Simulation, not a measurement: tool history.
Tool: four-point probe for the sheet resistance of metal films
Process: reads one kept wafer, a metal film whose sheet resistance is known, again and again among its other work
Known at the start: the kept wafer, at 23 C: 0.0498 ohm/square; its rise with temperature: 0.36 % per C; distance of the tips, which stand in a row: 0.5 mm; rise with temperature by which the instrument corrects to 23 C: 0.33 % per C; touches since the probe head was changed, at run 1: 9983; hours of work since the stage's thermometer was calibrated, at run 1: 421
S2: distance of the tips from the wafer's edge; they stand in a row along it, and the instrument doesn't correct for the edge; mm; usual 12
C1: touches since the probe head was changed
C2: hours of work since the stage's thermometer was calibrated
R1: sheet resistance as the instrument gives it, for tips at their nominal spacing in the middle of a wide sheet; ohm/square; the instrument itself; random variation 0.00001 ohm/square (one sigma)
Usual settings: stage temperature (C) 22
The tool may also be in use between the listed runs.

Run 1, hour 0.0: usual settings; C1 9983; C2 421. Result: R1 0.049800 ohm/square.
Run 2, hour 40.1: usual settings; C1 10513; C2 439. Result: R1 0.049779 ohm/square.
Run 3, hour 101.9: usual settings; C1 11330; C2 467. Result: R1 0.049789 ohm/square.
Run 4, hour 155.8: usual settings but stage temperature (C) 18; C1 12041; C2 492. Result: R1 0.049719 ohm/square.
Run 5, hour 200.0: usual settings but stage temperature (C) 18; C1 12625; C2 512. Result: R1 0.049711 ohm/square.
Run 6, hour 243.3: usual settings but stage temperature (C) 18; C1 13198; C2 531. Result: R1 0.049717 ohm/square.
Run 7, hour 282.6: usual settings but stage temperature (C) 20; C1 13716; C2 549. Result: R1 0.049744 ohm/square.
Run 8, hour 332.9: usual settings; C1 14381; C2 572. Result: R1 0.049784 ohm/square.
Run 9, hour 392.9: usual settings; C1 15173; C2 600. Result: R1 0.049770 ohm/square.
Run 10, hour 451.2: usual settings; C1 15945; C2 626. Result: R1 0.049790 ohm/square.
Run 11, hour 486.8: usual settings but stage temperature (C) 32; C1 16414; C2 642. Result: R1 0.049923 ohm/square.
Run 12, hour 522.9: usual settings; C1 16892; C2 659. Result: R1 0.049774 ohm/square.
Run 13, hour 583.6: usual settings; C1 17694; C2 686. Result: R1 0.049786 ohm/square.
Run 14, hour 610.3: usual settings; C1 18046; C2 699. Result: R1 0.049783 ohm/square.
Run 15, hour 664.3: usual settings but S2 5 mm; C1 18760; C2 723. Result: R1 0.049992 ohm/square.
Run 16, hour 712.5: usual settings but S2 5 mm; C1 19396; C2 745. Result: R1 0.049987 ohm/square.
Run 17, hour 756.4: usual settings but S2 5 mm; C1 19977; C2 765. Result: R1 0.049994 ohm/square.
Run 18, hour 800.1: usual settings but stage temperature (C) 20, S2 5 mm; C1 20553; C2 785. Result: R1 0.049947 ohm/square.
Run 19, hour 850.8: usual settings; C1 21224; C2 808. Result: R1 0.049777 ohm/square.
Run 20, hour 891.0: usual settings; C1 21755; C2 826. Result: R1 0.049767 ohm/square.
Run 21, hour 949.6: usual settings; C1 22529; C2 853. Result: R1 0.049777 ohm/square.
Run 22, hour 994.5: usual settings; C1 23123; C2 873. Result: R1 0.049771 ohm/square.
Run 23, hour 1047.7: usual settings but stage temperature (C) 31; C1 23825; C2 898. Result: R1 0.049905 ohm/square.
Run 24, hour 1100.0: usual settings but stage temperature (C) 23, S2 14 mm; C1 24517; C2 922. Result: R1 0.049760 ohm/square.
Run 25, hour 1143.2: usual settings but stage temperature (C) 23, S2 14 mm; C1 25087; C2 941. Result: R1 0.049766 ohm/square.
Run 26, hour 1178.0: usual settings but stage temperature (C) 23, S2 14 mm; C1 25547; C2 957. Result: R1 0.049758 ohm/square.
Run 27, hour 1208.0: usual settings but stage temperature (C) 23, S2 14 mm; C1 25942; C2 971. Result: R1 0.049755 ohm/square.
Run 28, hour 1262.1: usual settings but stage temperature (C) 27, S2 11 mm; C1 26657; C2 995. Result: R1 0.049865 ohm/square.
Run 29, hour 1291.3: usual settings but stage temperature (C) 19, S2 18 mm; C1 27044; C2 1009. Result: R1 0.049687 ohm/square.
Run 30, hour 1318.3: usual settings but stage temperature (C) 29; C1 27400; C2 1021. Result: R1 0.049872 ohm/square.
Run 31, hour 1353.9: usual settings but stage temperature (C) 27, S2 58 mm; C1 27870; C2 1037. Result: R1 0.049788 ohm/square.
Run 32, hour 1380.7: usual settings but stage temperature (C) 32, S2 18 mm; C1 28224; C2 1049. Result: R1 0.049894 ohm/square.
Run 33, hour 1416.2: usual settings but stage temperature (C) 26, S2 4 mm; C1 28694; C2 1065. Result: R1 0.050194 ohm/square.
Run 34, hour 1472.6: usual settings but stage temperature (C) 26, S2 15 mm; C1 29439; C2 1091. Result: R1 0.049791 ohm/square.
Run 35, hour 1528.7: usual settings but stage temperature (C) 32; C1 30181; C2 1117. Result: R1 0.049894 ohm/square.
Run 36, hour 1567.6: usual settings but stage temperature (C) 21; C1 30694; C2 1134. Result: R1 0.049746 ohm/square.
Run 37, hour 1610.0: usual settings but stage temperature (C) 21; C1 31254; C2 1154. Result: R1 0.049726 ohm/square.
Run 38, hour 1654.0: usual settings but stage temperature (C) 33, S2 16 mm; C1 31836; C2 1174. Result: R1 0.049895 ohm/square.

Forecast run 39:
Run 39, hour 1692.1: usual settings but stage temperature (C) 33, S2 16 mm; C1 32339; C2 1191. Result: R1 ?.

R1: 0.049882 ohm/square
Without the tool's hidden state the same run would have given R1 0.049970 ohm/square.

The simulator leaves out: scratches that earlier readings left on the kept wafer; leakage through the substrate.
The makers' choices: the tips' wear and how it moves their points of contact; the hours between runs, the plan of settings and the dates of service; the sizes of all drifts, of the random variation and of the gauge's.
